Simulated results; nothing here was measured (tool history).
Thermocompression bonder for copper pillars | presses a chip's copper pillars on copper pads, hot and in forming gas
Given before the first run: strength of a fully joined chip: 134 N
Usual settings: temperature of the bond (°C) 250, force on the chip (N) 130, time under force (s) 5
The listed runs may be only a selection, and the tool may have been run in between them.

run   hour  temperature of the bond (°C)  force on the chip (N)  time under force (s)  force that shears a chip off (N)
  1      0                           250                    130                     5                              42.9
  2   14.5                           250                     83                     5                              30.3
  3   25.1                           275                    130                     5                              56.5
  4   45.5                           275                    130                     5                              56.3
  5   58.6                           275                    130                     5                              56.2
  6   71.8                           250                    192                     5                                55
      75.8  -- heater calibrated with a thermocouple chip
  7   89.5                           250                    130                     8                              48.3
  8  103.8                           250                    130                     8                              47.9
  9  121.2                           250                    130                     8                              47.9
 10  146.2                           279                    130                     5                              54.9
 11  164.3                           279                    130                     5                              54.8
     175.4  -- heater calibrated with a thermocouple chip, once more
 12  180.9                           279                    130                     5                              63.4
 13  192.4                           279                    130                     5                              63.7
 14  210.3                           257                     99                     6                              44.9
 15  227.4                           257                     99                     6                              45.5
 16    239                           257                     99                     6                              44.8
 17  263.1                           257                     99                     6                              44.1

Here are 4 independent what-if runs from the current tool condition. What would each one return?
       278  -- forming gas filter changed
  A  279.1                           257                     99                     4                                 ?
       278  -- forming gas filter changed
  B  279.1                           257                     99                     4                                 ?
       278  -- forming gas filter changed
  C  279.1                           239                     99                     6                                 ?
       278  -- forming gas filter changed
  D  279.1                           262                    130                     4                                 ?

run  force that shears a chip off (N)
  A                              40.8
  B                              40.7
  C                              38.6
  D                              52.3
What these runs would have given with no unlogged condition in the tool:
run  force that shears a chip off (N)
  A                              40.1
  B                                40
  C                              37.9
  D                              51.5
